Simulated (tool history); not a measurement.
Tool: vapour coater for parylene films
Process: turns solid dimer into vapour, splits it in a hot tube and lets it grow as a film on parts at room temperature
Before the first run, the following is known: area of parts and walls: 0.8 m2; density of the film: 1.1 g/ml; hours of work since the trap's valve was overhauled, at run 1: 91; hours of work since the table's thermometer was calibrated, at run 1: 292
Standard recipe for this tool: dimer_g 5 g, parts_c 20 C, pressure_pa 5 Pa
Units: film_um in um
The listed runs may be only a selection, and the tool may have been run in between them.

run,hour,dimer_g,parts_c,pressure_pa,hours of work since the trap's valve was overhauled,hours of work since the table's thermometer was calibrated,film_um
1,0,5,20,5,91,292,4.33
2,9.8,5,20,5,100,300,4.33
3,23.5,5,20,6.44,111,312,4.08
4,35.9,5,20,6.44,122,322,4.05
5,45.2,5,20,5,130,330,4.27
6,53.3,5,20,5,136,337,4.24
7,65.4,5,20,5,147,347,4.21
8,78.5,5,15,5,158,358,5.13
9,88.2,5,26,5,166,366,3.34
10,95.6,5,16,5,172,373,4.92
11,108.8,4,20,5,183,384,3.3
12,122.1,4,20,5,195,395,3.31
13,132,4,20,5,203,403,3.29
14,141.9,4,20,5,211,412,3.26
15,154.8,4,20,5,222,423,3.22
16,163.5,4,20,5,230,430,3.26
17,177.4,4,20,5,241,442,3.2
18,190.4,4,20,5,252,453,3.19
19,201.3,4,20,5,262,462,3.2
20,216.8,4,20,5,275,475,3.17
21,226.6,4,20,5,283,483,3.1
22,240.8,4,20,5,295,495,3.11
23,254.1,4,20,5,306,507,3.11
24,265.7,5,20,5,316,516,3.96
25,274.9,5,20,5,324,524,3.85
# hour 280.9: trap's valve overhauled
26,288.4,5,20,3.62,6,532,4.69
27,296.8,5,16,7.91,13,539,4.79
28,308.1,4,24,4.76,23,549,3.06
29,319,8,20,2.08,32,558,8.19
30,327.1,5,12,2.08,39,565,5.46
31,342.9,5,12,2.08,52,578,5.44
32,353.5,5,24,5,61,587,3.77
33,368.7,6,14,7.71,74,600,6.19
34,383.3,6,14,7.71,87,612,6.13
35,396.9,4,23,5,98,624,3.1
36,408.6,2,28,4.77,108,634,1.32
37,418.1,2,25,4.77,116,642,1.41
38,429.1,2,25,11.67,125,651,1.2
39,437.1,3,15,9.68,132,658,2.79
40,447.8,4,13,2,141,667,4.19
41,460.9,4,14,8.59,152,678,3.78
42,476.6,4,16,2.18,166,691,4.08
43,490.1,4,16,2.18,177,703,4.08
44,500.9,2,29,4.09,186,712,1.22
45,510,2,29,4.09,194,720,1.2
46,520.7,3,16,5,203,729,2.89
47,531.3,3,16,5,212,738,2.86
48,542.1,6,17,2.47,221,747,5.96

Below, some changes in film_um between adjacent runs. For each, the amount present without the hidden state too (settings, incoming material, random variation) and the amount remaining for the hidden state with gauge scatter not shared by both compared results:
Hidden state at play: vapour lost through the trap's worn valve, %; true temperature of the parts over the reading, C; drift of the gauge itself on film_um, %.
Run 25 -> 26: pressure_pa 5 -> 3.62, trap's valve overhauled. film_um +0.84 um: hidden state +0.62, all else +0.22.
Run 28 -> 29: dimer_g 4 -> 8, parts_c 24 -> 20, pressure_pa 4.76 -> 2.08. film_um +5.13 um: hidden state -0.1, all else +5.23.
Run 34 -> 35: dimer_g 6 -> 4, parts_c 14 -> 23, pressure_pa 7.71 -> 5. film_um -3.03 um: hidden state +0.11, all else -3.14.
Run 43 -> 44: dimer_g 4 -> 2, parts_c 16 -> 29, pressure_pa 2.18 -> 4.09. film_um -2.86 um: hidden state +0.24, all else -3.1.
Run 47 -> 48: dimer_g 3 -> 6, parts_c 16 -> 17, pressure_pa 5 -> 2.47. film_um +3.1 um: hidden state -0.35, all else +3.45.
